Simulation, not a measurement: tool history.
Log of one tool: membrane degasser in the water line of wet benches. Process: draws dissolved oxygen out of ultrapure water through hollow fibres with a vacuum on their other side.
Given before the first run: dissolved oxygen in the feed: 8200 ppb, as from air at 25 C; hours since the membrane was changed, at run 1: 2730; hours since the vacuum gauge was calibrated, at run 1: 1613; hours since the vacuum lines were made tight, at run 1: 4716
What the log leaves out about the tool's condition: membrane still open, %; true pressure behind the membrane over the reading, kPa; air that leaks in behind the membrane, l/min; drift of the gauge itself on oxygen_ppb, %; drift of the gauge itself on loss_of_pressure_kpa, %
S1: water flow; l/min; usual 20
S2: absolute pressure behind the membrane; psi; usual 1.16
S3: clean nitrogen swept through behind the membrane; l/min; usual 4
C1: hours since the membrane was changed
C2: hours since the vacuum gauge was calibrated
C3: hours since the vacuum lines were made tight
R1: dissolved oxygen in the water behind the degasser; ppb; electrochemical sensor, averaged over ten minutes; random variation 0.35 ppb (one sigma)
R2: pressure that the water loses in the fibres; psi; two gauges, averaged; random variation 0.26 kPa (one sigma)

run    hour  S1     S2    S3    C1    C2    C3     R1      R2
  1       0  20   1.16     4  2730  1613  4716   62.4   10.09
  2    42.8  20   1.16     4  2773  1656  4759     63  10.105
  3    80.2  20   1.16     4  2810  1694  4797   62.5  10.095
  4   111.7  20   1.16     4  2842  1725  4828   62.4    10.1
  5   183.3  20   1.16     4  2913  1797  4900   63.6  10.074
  6   253.3  20   1.16     4  2984  1867  4970   62.7  10.074
  7   294.2  20   1.16     4  3024  1908  5011   62.6  10.116
  8   366.1  20   1.16     4  3096  1979  5082   63.7  10.112
  9   413.2  20   1.16     4  3143  2027  5130   63.1  10.054
 10   472.8  20   1.16     4  3203  2086  5189   62.8   10.07
 11   514.3  20   1.16     4  3244  2128  5231     63    10.1
 12   570.6  20   1.16     4  3301  2184  5287   62.8  10.051
 13   607.6  20   1.16     4  3338  2221  5324   63.5  10.138
 14   655.7  13   1.16     4  3386  2269  5372   39.1   6.557
 15   730.7  13   1.16     4  3461  2344  5447   39.2   6.606
 16   787.4  28   1.16     4  3518  2401  5504  102.2  14.122
 17   862.5  32  2.219  4.79  3593  2476  5579  225.7  16.193
 18     928  12  0.866  4.79  3658  2541  5644   17.6   6.081
 19   991.2  12  0.866  4.79  3721  2605  5707   17.3   6.019
 20  1032.3  13  1.474     4  3762  2646  5749   56.1   6.528
 21  1105.1  13  1.474     4  3835  2719  5821     57   6.563
     1110.2  -- vacuum gauge calibrated
 22  1163.9  13  1.112     4  3894    54  5880   36.6   6.572
 23  1212.3  20   1.16  2.81  3942   102  5928   86.8  10.096
 24  1276.5  23  0.801     4  4006   166  5992   42.2   11.58
 25  1318.1  25   1.72     4  4048   208  6034  143.1  12.623
 26  1353.6  13  2.046     4  4083   243  6069   88.3   6.537
 27    1413  13  2.046     4  4143   303  6129   87.5   6.575
 28  1482.3  13  2.046     4  4212   372  6198     88   6.551
 29    1514  13  2.328  4.76  4244   404  6230     87   6.538

Expected results for the next run?
     1532.8  -- vacuum gauge calibrated, once more
 30  1582  22  2.596  1.79  4311  49  6297   ?   ?

Logged for run 30: R1 410.5 ppb, R2 11.13 psi.
The same run, on a tool lacking any hidden state, would have yielded R1 408 ppb, R2 11 psi.
